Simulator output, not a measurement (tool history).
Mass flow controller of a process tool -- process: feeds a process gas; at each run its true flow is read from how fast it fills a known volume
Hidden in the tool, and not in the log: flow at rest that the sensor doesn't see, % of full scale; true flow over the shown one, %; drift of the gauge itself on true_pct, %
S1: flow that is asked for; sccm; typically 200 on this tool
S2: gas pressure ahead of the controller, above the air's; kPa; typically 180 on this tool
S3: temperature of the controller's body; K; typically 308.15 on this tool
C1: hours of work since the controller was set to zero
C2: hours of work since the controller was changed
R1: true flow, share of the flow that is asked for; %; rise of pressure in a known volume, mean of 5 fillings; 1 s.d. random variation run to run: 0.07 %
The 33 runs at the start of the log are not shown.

run    hour   S1   S2      S3    C1    C2     R1
 34  2234.6  149  158  300.15   983   983  97.54
 35  2313.2  149  263  295.15  1007  1007  98.29
 36  2404.7  149  263  295.15  1035  1035  98.36
 37  2445.3   84  241  299.15  1048  1048  97.14
 38  2494.8   84  241  299.15  1063  1063  97.28
 39  2534.6   56  143  301.15  1076  1076  96.34
 40  2593.1  158  210  301.15  1094  1094  97.51
 41  2652.6  158  210  301.15  1112  1112  97.65
 42    2746  200  180  297.15  1141  1141  98.33
 43  2798.2  220  205  305.15  1158  1158  97.77
 44  2893.2   54  205  301.15  1187  1187  96.29
 45  2933.9  142  231  308.15  1200  1200   96.8

Run 46 comes next. What will it give?
 46  3021.2  84  142  308.15  1227  1227   ?

R1: 95.84 %
Without the tool's hidden state the same run would have given R1 95.97 %.
